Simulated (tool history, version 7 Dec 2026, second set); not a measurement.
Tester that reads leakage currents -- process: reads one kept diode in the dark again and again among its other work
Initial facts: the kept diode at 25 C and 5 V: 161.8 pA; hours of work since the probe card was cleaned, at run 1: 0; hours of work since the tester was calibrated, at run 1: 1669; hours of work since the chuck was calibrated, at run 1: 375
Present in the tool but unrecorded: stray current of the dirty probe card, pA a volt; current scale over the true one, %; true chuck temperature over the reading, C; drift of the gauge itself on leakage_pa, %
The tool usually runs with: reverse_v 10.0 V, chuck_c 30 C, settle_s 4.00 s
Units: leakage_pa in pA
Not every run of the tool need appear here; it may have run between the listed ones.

run	hour	reverse_v	chuck_c	settle_s	hours of work since the probe card was cleaned	hours of work since the tester was calibrated	hours of work since the chuck was calibrated	leakage_pa
1	0.0	10.0	30	4.00	0	1669	375	312.32
2	190.9	10.0	44	4.00	129	1798	505	784.30
# hour 305.1: chuck's temperature calibrated
3	322.1	10.0	31	4.00	217	1886	12	362.87
4	447.7	10.0	30	4.84	302	1971	97	331.57
5	596.7	2.1	30	4.00	403	2072	198	134.44
6	779.9	1.6	30	4.00	527	2196	322	112.45
7	980.7	1.6	30	4.00	664	2332	458	108.44
# hour 1161.1: chuck's temperature calibrated
8	1187.4	1.6	30	4.00	802	2471	18	120.12
9	1364.9	1.6	30	4.00	923	2592	138	116.97
10	1571.1	1.6	30	4.00	1062	2731	278	114.12
11	1791.4	1.6	30	4.00	1212	2881	427	109.52
12	1963.9	1.6	30	4.00	1329	2998	544	106.27
# hour 2016.4: chuck's temperature calibrated
13	2216.8	1.6	30	4.00	1499	3168	136	117.13
14	2359.8	1.6	30	4.00	1596	3265	233	114.32
15	2497.5	1.6	30	4.00	1689	3358	326	112.14

Predict the results of run 16:
# hour 2577.7: probe card cleaned and baked
16	2762.4	1.6	30	4.00	125	3536	504	?

{"run 16": {"leakage_pa": 104.9}}
The same run, on a tool lacking any hidden state, would have yielded leakage_pa 121.94 pA.
